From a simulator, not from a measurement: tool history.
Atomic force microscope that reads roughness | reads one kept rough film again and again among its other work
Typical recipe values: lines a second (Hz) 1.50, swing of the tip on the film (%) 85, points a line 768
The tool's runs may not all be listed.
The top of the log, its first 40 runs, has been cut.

run    hour  lines a second (Hz)  swing of the tip on the film (%)  points a line  pictures with this tip  hours of work since the height scale was calibrated  roughness of the kept film (nm (root mean square))
 41  1274.5                 1.99                                70            315                      45                                                  996                                               1.008
 42  1300.9                 1.50                                85            524                      64                                                 1009                                               0.992
 43  1319.1                 1.50                                85            524                      78                                                 1017                                               0.991
 44  1339.6                 1.50                                85            524                      94                                                 1027                                               0.973
 45  1363.6                 2.93                                68            777                     112                                                 1038                                               1.010
 46  1390.5                 2.93                                68            777                     132                                                 1050                                               1.007
 47  1421.8                 1.55                                65            369                     155                                                 1065                                               1.031
 48  1449.1                 1.55                                84            360                     176                                                 1078                                               0.976

Here are 4 independent what-if runs from the current tool condition. What would each one return?
     1471.9  -- new tip fitted
  A  1486.9                 1.55                                85           1011                      11                                                 1095                                                   ?
     1471.9  -- new tip fitted
  B  1486.9                 0.90                                85            768                      11                                                 1095                                                   ?
     1471.9  -- new tip fitted
  C  1486.9                 1.50                                86            474                      11                                                 1095                                                   ?
     1471.9  -- new tip fitted
  D  1486.9                 1.32                                88            682                      11                                                 1095                                                   ?

run  roughness of the kept film (nm (root mean square))
  A                                               0.976
  B                                               1.021
  C                                               0.988
  D                                               0.989
With the hidden condition removed and each run's random variation left untouched, the same runs would have given:
run  roughness of the kept film (nm (root mean square))
  A                                               0.977
  B                                               1.021
  C                                               0.988
  D                                               0.989
